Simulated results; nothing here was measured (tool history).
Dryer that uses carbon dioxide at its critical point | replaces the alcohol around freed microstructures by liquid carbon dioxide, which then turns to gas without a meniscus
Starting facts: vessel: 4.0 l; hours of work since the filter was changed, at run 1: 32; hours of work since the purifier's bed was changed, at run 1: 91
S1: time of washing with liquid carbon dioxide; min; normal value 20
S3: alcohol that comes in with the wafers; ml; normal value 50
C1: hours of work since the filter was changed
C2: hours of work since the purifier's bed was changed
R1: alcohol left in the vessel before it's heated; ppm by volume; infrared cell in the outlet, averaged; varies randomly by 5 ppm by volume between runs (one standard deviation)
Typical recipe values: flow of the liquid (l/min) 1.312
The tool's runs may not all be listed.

{"run": 1, "hour": 0.0, "S1": 20, "flow of the liquid (l/min)": 1.312, "S3": 50, "C1": 32, "C2": 91, "R1": 75}
{"run": 2, "hour": 39.6, "S1": 20, "flow of the liquid (l/min)": 1.312, "S3": 79, "C1": 62, "C2": 120, "R1": 112}
{"run": 3, "hour": 68.8, "S1": 20, "flow of the liquid (l/min)": 1.312, "S3": 50, "C1": 83, "C2": 142, "R1": 87}
{"run": 4, "hour": 96.5, "S1": 20, "flow of the liquid (l/min)": 1.312, "S3": 50, "C1": 104, "C2": 163, "R1": 98}
{"run": 5, "hour": 135.9, "S1": 20, "flow of the liquid (l/min)": 1.312, "S3": 50, "C1": 133, "C2": 192, "R1": 101}
{"run": 6, "hour": 168.8, "S1": 20, "flow of the liquid (l/min)": 1.312, "S3": 50, "C1": 158, "C2": 216, "R1": 113}
{"run": 7, "hour": 209.8, "S1": 20, "flow of the liquid (l/min)": 1.312, "S3": 26, "C1": 188, "C2": 247, "R1": 98}
{"run": 8, "hour": 237.4, "S1": 27, "flow of the liquid (l/min)": 0.9, "S3": 98, "C1": 209, "C2": 267, "R1": 225}
{"run": 9, "hour": 256.2, "S1": 29, "flow of the liquid (l/min)": 1.86, "S3": 87, "C1": 223, "C2": 281, "R1": 84}
{"run": 10, "hour": 277.5, "S1": 29, "flow of the liquid (l/min)": 1.86, "S3": 87, "C1": 239, "C2": 297, "R1": 84}
{"hour": 294.7, "done": "inlet filter changed"}
{"run": 11, "hour": 313.3, "S1": 20, "flow of the liquid (l/min)": 1.78, "S3": 50, "C1": 14, "C2": 323, "R1": 94}
{"run": 12, "hour": 341.5, "S1": 22, "flow of the liquid (l/min)": 2.14, "S3": 50, "C1": 35, "C2": 344, "R1": 96}
{"run": 13, "hour": 378.9, "S1": 22, "flow of the liquid (l/min)": 2.14, "S3": 50, "C1": 63, "C2": 372, "R1": 106}

3 options for the next run, each taken on its own from the tool as it stands now. Forecast them:
{"run": "A", "hour": 412.5, "S1": 19, "flow of the liquid (l/min)": 1.09, "S3": 50, "C1": 88, "C2": 397, "R1": "?"}
{"run": "B", "hour": 412.5, "S1": 18, "flow of the liquid (l/min)": 1.24, "S3": 50, "C1": 88, "C2": 397, "R1": "?"}
{"run": "C", "hour": 412.5, "S1": 30, "flow of the liquid (l/min)": 1.97, "S3": 50, "C1": 88, "C2": 397, "R1": "?"}

run=A R1=260
run=B R1=220
run=C R1=105
Had the tool no hidden state, the same runs would have come out as:
run=A R1=140
run=B R1=107
run=C R1=3
